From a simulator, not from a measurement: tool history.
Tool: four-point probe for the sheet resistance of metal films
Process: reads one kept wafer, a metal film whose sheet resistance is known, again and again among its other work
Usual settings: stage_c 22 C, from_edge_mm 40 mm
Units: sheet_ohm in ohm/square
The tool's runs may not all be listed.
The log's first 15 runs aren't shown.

| run | day | stage_c | from_edge_mm | touches since the probe head was changed | hours of work since the stage's thermometer was calibrated | sheet_ohm |
|---|---|---|---|---|---|---|
|  | 29.754 | new probe head fitted |
| 16 | 30.154 | 22 | 40 | 334 | 1311 | 0.045955 |
| 17 | 32.733 | 22 | 40 | 2490 | 1340 | 0.045938 |
| 18 | 35.354 | 31 | 40 | 4678 | 1368 | 0.045599 |
| 19 | 37.308 | 18 | 40 | 6311 | 1390 | 0.046105 |
| 20 | 38.788 | 20 | 40 | 7546 | 1406 | 0.04602 |
| 21 | 41.562 | 20 | 3 | 9866 | 1436 | 0.046722 |
| 22 | 43.104 | 22 | 4 | 11152 | 1453 | 0.046346 |
| 23 | 44.429 | 32 | 14 | 12260 | 1467 | 0.045574 |

Run 24 comes next. What will it give?
| 24 | 46.567 | 26 | 40 | 14044 | 1491 | ? |

sheet_ohm: 0.045797 ohm/square
Without the tool's hidden state the same run would have given sheet_ohm 0.045795 ohm/square.
